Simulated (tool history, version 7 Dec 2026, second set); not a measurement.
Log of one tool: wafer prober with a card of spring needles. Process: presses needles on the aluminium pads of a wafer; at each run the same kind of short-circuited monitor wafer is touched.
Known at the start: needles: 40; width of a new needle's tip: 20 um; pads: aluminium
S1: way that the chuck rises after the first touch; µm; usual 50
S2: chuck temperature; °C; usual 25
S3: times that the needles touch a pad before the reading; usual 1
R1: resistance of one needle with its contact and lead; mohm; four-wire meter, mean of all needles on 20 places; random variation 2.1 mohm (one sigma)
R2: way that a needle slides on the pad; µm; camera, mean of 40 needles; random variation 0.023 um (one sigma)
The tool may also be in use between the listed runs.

{"run": 1, "day": 0.0, "S1": 50, "S2": 25, "S3": 1, "R1": 492, "R2": 6.83}
{"run": 2, "day": 0.796, "S1": 50, "S2": 25, "S3": 1, "R1": 356, "R2": 6.73}
{"run": 3, "day": 1.383, "S1": 50, "S2": 25, "S3": 1, "R1": 284, "R2": 6.72}
{"run": 4, "day": 2.217, "S1": 37, "S2": 25, "S3": 1, "R1": 714, "R2": 4.79}
{"run": 5, "day": 2.796, "S1": 37, "S2": 25, "S3": 1, "R1": 652, "R2": 4.79}
{"run": 6, "day": 3.704, "S1": 50, "S2": 25, "S3": 1, "R1": 499, "R2": 6.69}
{"run": 7, "day": 4.15, "S1": 50, "S2": 25, "S3": 2, "R1": 321, "R2": 6.65}
{"run": 8, "day": 4.7, "S1": 50, "S2": 25, "S3": 1, "R1": 252, "R2": 7.23}
{"run": 9, "day": 5.596, "S1": 58, "S2": 25, "S3": 1, "R1": 405, "R2": 8.37}
{"run": 10, "day": 6.538, "S1": 58, "S2": 25, "S3": 1, "R1": 245, "R2": 8.32}
{"run": 11, "day": 7.325, "S1": 58, "S2": 25, "S3": 1, "R1": 364, "R2": 8.34}
{"run": 12, "day": 8.229, "S1": 58, "S2": 25, "S3": 1, "R1": 352, "R2": 8.32}
{"run": 13, "day": 9.15, "S1": 58, "S2": 57, "S3": 2, "R1": 329, "R2": 8.28}
{"run": 14, "day": 10.029, "S1": 43, "S2": 38, "S3": 2, "R1": 407, "R2": 6.1}
{"run": 15, "day": 10.908, "S1": 43, "S2": 38, "S3": 2, "R1": 378, "R2": 6.02}
{"run": 16, "day": 11.342, "S1": 55, "S2": 90, "S3": 1, "R1": 273, "R2": 7.78}
{"run": 17, "day": 11.846, "S1": 50, "S2": 43, "S3": 2, "R1": 378, "R2": 7.09}
{"run": 18, "day": 12.867, "S1": 37, "S2": 116, "S3": 1, "R1": 439, "R2": 5.15}
{"run": 19, "day": 13.721, "S1": 50, "S2": 43, "S3": 3, "R1": 249, "R2": 6.98}
{"run": 20, "day": 14.438, "S1": 40, "S2": 43, "S3": 3, "R1": 323, "R2": 5.57}
{"run": 21, "day": 15.242, "S1": 50, "S2": 25, "S3": 1, "R1": 288, "R2": 6.95}
{"run": 22, "day": 15.796, "S1": 69, "S2": 46, "S3": 2, "R1": 251, "R2": 9.67}
{"run": 23, "day": 16.738, "S1": 33, "S2": 33, "S3": 2, "R1": 349, "R2": 4.49}
{"run": 24, "day": 17.4, "S1": 43, "S2": 25, "S3": 1, "R1": 407, "R2": 5.92}

Taken out of this log: 60 entries between the listed runs. Where each belongs, and how the hidden state differs across it:
Between runs 1 and 2: tips cleaned on abrasive film (day 0.071); tips cleaned on abrasive film (day 0.404); height of the first contact set anew (day 0.417); tips cleaned on abrasive film (day 0.721)
  debris on the tips, nm: 107.2 -> 45.6; way that the needles fall short of the set height, um: 2.73 -> 3.38; tips' diameter, um: 20.95 -> 21.01
  measured less the result without the state, R1: +260 -> +120 mohm; R2: -0.39 -> -0.49 µm
Between runs 2 and 3: tips cleaned on abrasive film (day 1.042); tips cleaned on abrasive film (day 1.367)
  debris on the tips, nm: 45.6 -> 16.3; way that the needles fall short of the set height, um: 3.38 -> 3.46; tips' diameter, um: 21.01 -> 21.03
  measured less the result without the state, R1: +120 -> +46 mohm; R2: -0.49 -> -0.5 µm
Between runs 3 and 4: tips cleaned on abrasive film (day 1.679); tips cleaned on abrasive film (day 1.996)
  debris on the tips, nm: 16.3 -> 91.3; way that the needles fall short of the set height, um: 3.46 -> 3.56; tips' diameter, um: 21.03 -> 21.07
  measured less the result without the state, R1: +46 -> +458 mohm; R2: -0.5 -> -0.52 µm
Between runs 4 and 5: tips cleaned on abrasive film (day 2.288); tips cleaned on abrasive film (day 2.596)
  debris on the tips, nm: 91.3 -> 80.8; way that the needles fall short of the set height, um: 3.56 -> 3.66; tips' diameter, um: 21.07 -> 21.1
  measured less the result without the state, R1: +458 -> +402 mohm; R2: -0.52 -> -0.52 µm
Between runs 5 and 6: tips cleaned on abrasive film (day 2.867); tips cleaned on abrasive film (day 3.138); tips cleaned on abrasive film (day 3.446)
  debris on the tips, nm: 80.8 -> 100.8; way that the needles fall short of the set height, um: 3.66 -> 3.79; tips' diameter, um: 21.1 -> 21.15
  measured less the result without the state, R1: +402 -> +264 mohm; R2: -0.52 -> -0.55 µm
Between runs 6 and 7: tips cleaned on abrasive film (day 3.771); tips cleaned on abrasive film (day 4.067)
  debris on the tips, nm: 100.8 -> 50.6; way that the needles fall short of the set height, um: 3.79 -> 3.9; tips' diameter, um: 21.15 -> 21.19
  measured less the result without the state, R1: +264 -> +84 mohm; R2: -0.55 -> -0.56 µm
Between runs 7 and 8: tips cleaned on abrasive film (day 4.396); height of the first contact set anew, once more (day 4.6); tips cleaned on abrasive film (day 4.7)
  debris on the tips, nm: 50.6 -> 5.9; way that the needles fall short of the set height, um: 3.9 -> 0.06; tips' diameter, um: 21.19 -> 21.22
  measured less the result without the state, R1: +84 -> +15 mohm; R2: -0.56 -> -0.01 µm
Between runs 8 and 9: tips cleaned on abrasive film (day 5.021); tips cleaned on abrasive film (day 5.342)
  debris on the tips, nm: 5.9 -> 100.8; way that the needles fall short of the set height, um: 0.06 -> 0.15; tips' diameter, um: 21.22 -> 21.25
  measured less the result without the state, R1: +15 -> +174 mohm; R2: -0.01 -> -0.02 µm
Between runs 9 and 10: tips cleaned on abrasive film (day 5.646); tips cleaned on abrasive film (day 5.946); tips cleaned on abrasive film (day 6.258); tips cleaned on abrasive film (day 6.538)
  debris on the tips, nm: 100.8 -> 7.4; way that the needles fall short of the set height, um: 0.15 -> 0.36; tips' diameter, um: 21.25 -> 21.33
  measured less the result without the state, R1: +174 -> +15 mohm; R2: -0.02 -> -0.05 µm
Between runs 10 and 11: tips cleaned on abrasive film (day 6.854); tips cleaned on abrasive film (day 7.146)
  debris on the tips, nm: 7.4 -> 75.8; way that the needles fall short of the set height, um: 0.36 -> 0.44; tips' diameter, um: 21.33 -> 21.36
  measured less the result without the state, R1: +15 -> +133 mohm; R2: -0.05 -> -0.07 µm
Between runs 11 and 12: tips cleaned on abrasive film (day 7.45); tips cleaned on abrasive film (day 7.725); tips cleaned on abrasive film (day 8.062)
  debris on the tips, nm: 75.8 -> 69.8; way that the needles fall short of the set height, um: 0.44 -> 0.6; tips' diameter, um: 21.36 -> 21.41
  measured less the result without the state, R1: +133 -> +123 mohm; R2: -0.07 -> -0.09 µm
Between runs 12 and 13: tips cleaned on abrasive film (day 8.346); tips cleaned on abrasive film (day 8.662); tips cleaned on abrasive film (day 8.967)
  debris on the tips, nm: 69.8 -> 78.4; way that the needles fall short of the set height, um: 0.6 -> 0.75; tips' diameter, um: 21.41 -> 21.46
  measured less the result without the state, R1: +123 -> +83 mohm; R2: -0.09 -> -0.11 µm
Between runs 13 and 14: tips cleaned on abrasive film (day 9.254); tips cleaned on abrasive film (day 9.533); tips cleaned on abrasive film (day 9.862)
  debris on the tips, nm: 78.4 -> 81.2; way that the needles fall short of the set height, um: 0.75 -> 0.88; tips' diameter, um: 21.46 -> 21.51
  measured less the result without the state, R1: +83 -> +158 mohm; R2: -0.11 -> -0.13 µm
Between runs 14 and 15: tips cleaned on abrasive film (day 10.146); tips cleaned on abrasive film (day 10.446); tips cleaned on abrasive film (day 10.754)
  debris on the tips, nm: 81.2 -> 67.7; way that the needles fall short of the set height, um: 0.88 -> 1.03; tips' diameter, um: 21.51 -> 21.56
  measured less the result without the state, R1: +158 -> +132 mohm; R2: -0.13 -> -0.15 µm
Between runs 15 and 16: tips cleaned on abrasive film (day 11.046); tips cleaned on abrasive film (day 11.329)
  debris on the tips, nm: 67.7 -> 10.6; way that the needles fall short of the set height, um: 1.03 -> 1.13; tips' diameter, um: 21.56 -> 21.6
  measured less the result without the state, R1: +132 -> +23 mohm; R2: -0.15 -> -0.16 µm
Between runs 16 and 17: tips cleaned on abrasive film (day 11.642)
  debris on the tips, nm: 10.6 -> 94.3; way that the needles fall short of the set height, um: 1.13 -> 1.19; tips' diameter, um: 21.6 -> 21.62
  measured less the result without the state, R1: +23 -> +136 mohm; R2: -0.16 -> -0.17 µm
Between runs 17 and 18: tips cleaned on abrasive film (day 11.917); tips cleaned on abrasive film (day 12.217); tips cleaned on abrasive film (day 12.512); tips cleaned on abrasive film (day 12.812)
  debris on the tips, nm: 94.3 -> 38.7; way that the needles fall short of the set height, um: 1.19 -> 1.37; tips' diameter, um: 21.62 -> 21.68
  measured less the result without the state, R1: +136 -> +158 mohm; R2: -0.17 -> -0.2 µm
Between runs 18 and 19: tips cleaned on abrasive film (day 13.104); tips cleaned on abrasive film (day 13.388); tips cleaned on abrasive film (day 13.721)
  debris on the tips, nm: 38.7 -> 4.7; way that the needles fall short of the set height, um: 1.37 -> 1.51; tips' diameter, um: 21.68 -> 21.73
  measured less the result without the state, R1: +158 -> +9 mohm; R2: -0.2 -> -0.22 µm
Between runs 19 and 20: tips cleaned on abrasive film (day 14.038); tips cleaned on abrasive film (day 14.333)
  debris on the tips, nm: 4.7 -> 46.9; way that the needles fall short of the set height, um: 1.51 -> 1.6; tips' diameter, um: 21.73 -> 21.76
  measured less the result without the state, R1: +9 -> +71 mohm; R2: -0.22 -> -0.23 µm
Between runs 20 and 21: tips cleaned on abrasive film (day 14.625); tips cleaned on abrasive film (day 14.933); tips cleaned on abrasive film (day 15.225)
  debris on the tips, nm: 46.9 -> 19.5; way that the needles fall short of the set height, um: 1.6 -> 1.77; tips' diameter, um: 21.76 -> 21.82
  measured less the result without the state, R1: +71 -> +53 mohm; R2: -0.23 -> -0.26 µm
Between runs 21 and 22: tips cleaned on abrasive film (day 15.5); tips cleaned on abrasive film (day 15.796)
  debris on the tips, nm: 19.5 -> 12; way that the needles fall short of the set height, um: 1.77 -> 1.84; tips' diameter, um: 21.82 -> 21.85
  measured less the result without the state, R1: +53 -> +13 mohm; R2: -0.26 -> -0.27 µm
Between runs 22 and 23: tips cleaned on abrasive film (day 16.083); tips cleaned on abrasive film (day 16.392); tips cleaned on abrasive film (day 16.688)
  debris on the tips, nm: 12 -> 22.5; way that the needles fall short of the set height, um: 1.84 -> 1.97; tips' diameter, um: 21.85 -> 21.89
  measured less the result without the state, R1: +13 -> +89 mohm; R2: -0.27 -> -0.28 µm
Between runs 23 and 24: tips cleaned on abrasive film (day 16.979); tips cleaned on abrasive film (day 17.304)
  debris on the tips, nm: 22.5 -> 46.8; way that the needles fall short of the set height, um: 1.97 -> 2.06; tips' diameter, um: 21.89 -> 21.92
  measured less the result without the state, R1: +89 -> +168 mohm; R2: -0.28 -> -0.29 µm
